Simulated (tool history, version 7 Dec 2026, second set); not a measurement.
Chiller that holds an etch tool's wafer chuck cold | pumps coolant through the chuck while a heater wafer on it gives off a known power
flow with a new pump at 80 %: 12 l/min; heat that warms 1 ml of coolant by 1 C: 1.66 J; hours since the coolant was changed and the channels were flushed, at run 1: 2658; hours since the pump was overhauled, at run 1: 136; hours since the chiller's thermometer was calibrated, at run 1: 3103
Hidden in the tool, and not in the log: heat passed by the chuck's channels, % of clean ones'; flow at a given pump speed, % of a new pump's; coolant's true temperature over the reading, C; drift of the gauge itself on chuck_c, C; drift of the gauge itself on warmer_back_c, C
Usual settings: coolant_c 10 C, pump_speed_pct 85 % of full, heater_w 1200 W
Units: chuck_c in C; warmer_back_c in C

run,hour,coolant_c,pump_speed_pct,heater_w,hours since the coolant was changed and the channels were flushed,hours since the pump was overhauled,hours since the chiller's thermometer was calibrated,chuck_c,warmer_back_c
1,0.0,10,85,1200,2658,136,3103,19.7,3.38
2,23.4,10,85,1536,2681,160,3126,22.5,4.39
3,41.4,10,85,1536,2699,178,3145,22.4,4.33
4,77.6,10,85,1536,2736,214,3181,22.4,4.27
5,113.6,10,85,1536,2772,250,3217,22.4,4.28
6,147.2,10,85,1536,2805,283,3250,22.3,4.38
7,183.9,10,85,1200,2842,320,3287,19.8,3.33
8,213.2,16,85,1200,2871,349,3316,25.7,3.40
9,232.5,16,61,974,2891,369,3336,26.7,3.86
10,251.5,2,62,864,2910,388,3355,11.3,3.36
11,270.8,2,62,864,2929,407,3374,11.5,3.30
12,291.8,2,83,1200,2950,428,3395,12.0,3.46
13,314.0,4,86,1559,2972,450,3417,16.5,4.30
14,350.8,4,86,1559,3009,487,3454,16.5,4.26
15,379.9,19,85,1200,3038,516,3483,28.7,3.32
16,398.9,19,64,1777,3057,535,3502,37.7,6.67

3 ways to go on from here, each from the tool as it stands after run 16. What would each give?
A,427.3,17,64,1777,3085,564,3530,?,?
B,427.3,19,64,1777,3085,564,3530,?,?
C,427.3,10,75,1388,3085,564,3530,?,?

run,chuck_c,warmer_back_c
A,35.9,6.78
B,38.0,6.70
C,22.7,4.39
Without the tool's hidden state the same runs would have given:
run,chuck_c,warmer_back_c
A,35.9,6.88
B,38.0,6.80
C,22.7,4.50
